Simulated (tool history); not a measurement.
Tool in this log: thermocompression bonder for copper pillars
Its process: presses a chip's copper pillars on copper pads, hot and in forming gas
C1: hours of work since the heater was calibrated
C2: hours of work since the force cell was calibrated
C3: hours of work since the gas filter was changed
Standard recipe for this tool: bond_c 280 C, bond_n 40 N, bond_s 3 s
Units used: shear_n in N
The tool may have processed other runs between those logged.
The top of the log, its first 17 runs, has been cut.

Run 18, day 31.412: usual settings but bond_c 287 C; C1 992; C2 342; C3 188. Result: shear_n 73.8 N.
Run 19, day 33.912: usual settings but bond_s 8 s; C1 1036; C2 386; C3 231. Result: shear_n 90.7 N.
Run 20, day 36.312: usual settings but bond_s 8 s; C1 1078; C2 428; C3 273. Result: shear_n 88.8 N.
At day 38.083: forming gas filter changed.
Run 21, day 38.483: usual settings but bond_c 298 C, bond_n 34 N; C1 1115; C2 465; C3 7. Result: shear_n 77.1 N.
At day 38.725: heater calibrated with a thermocouple chip.
Run 22, day 40.846: usual settings but bond_c 293 C, bond_n 28 N; C1 37; C2 505; C3 47. Result: shear_n 59.4 N.
Run 23, day 42.229: usual settings but bond_c 295 C, bond_n 53 N; C1 61; C2 529; C3 71. Result: shear_n 102 N.
Run 24, day 44.017: usual settings but bond_c 288 C, bond_n 53 N, bond_s 5 s; C1 93; C2 561; C3 102. Result: shear_n 108.8 N.
Run 25, day 45.642: usual settings but bond_c 288 C, bond_n 53 N, bond_s 5 s; C1 121; C2 589; C3 131. Result: shear_n 107.5 N.
Run 26, day 48.233: usual settings but bond_c 255 C, bond_n 42 N; C1 166; C2 634; C3 176. Result: shear_n 47.9 N.
Run 27, day 49.621: usual settings but bond_c 255 C, bond_n 42 N; C1 191; C2 659; C3 200. Result: shear_n 48.1 N.
At day 50.25: heater calibrated with a thermocouple chip, once more.
Run 28, day 52.562: usual settings but bond_n 30 N, bond_s 6 s; C1 40; C2 709; C3 250. Result: shear_n 69.2 N.
Run 29, day 53.942: usual settings but bond_n 30 N, bond_s 5 s; C1 65; C2 733; C3 275. Result: shear_n 64.2 N.
Run 30, day 55.188: usual settings but bond_c 268 C; C1 86; C2 755; C3 296. Result: shear_n 59.1 N.
At day 55.492: forming gas filter changed.
Run 31, day 56.954: usual settings but bond_c 252 C, bond_s 8 s; C1 117; C2 785; C3 26. Result: shear_n 73 N.
Run 32, day 58.8: usual settings but bond_c 252 C, bond_s 8 s; C1 149; C2 817; C3 58. Result: shear_n 73.3 N.
Run 33, day 61.571: usual settings but bond_n 32 N, bond_s 2 s; C1 198; C2 866; C3 106. Result: shear_n 51.4 N.
Run 34, day 63.683: usual settings but bond_n 32 N, bond_s 2 s; C1 235; C2 903; C3 143. Result: shear_n 51.5 N.
Run 35, day 65.529: usual settings but bond_c 284 C, bond_n 30 N, bond_s 7 s; C1 267; C2 935; C3 176. Result: shear_n 79.6 N.
At day 65.767: force cell calibrated.
Run 36, day 67.883: usual settings but bond_c 266 C, bond_n 32 N, bond_s 5 s; C1 307; C2 37; C3 216. Result: shear_n 52.7 N.

Estimate the outcome of run 37 from the log above:
Run 37, day 69.417: usual settings but bond_c 256 C, bond_n 45 N; C1 334; C2 64; C3 243. Result: shear_n ?.

{"run 37": {"shear_n": 52.4}}
Take away the tool's hidden state, keep the run-to-run variation as it was, and the same run would have given shear_n 58.2 N.
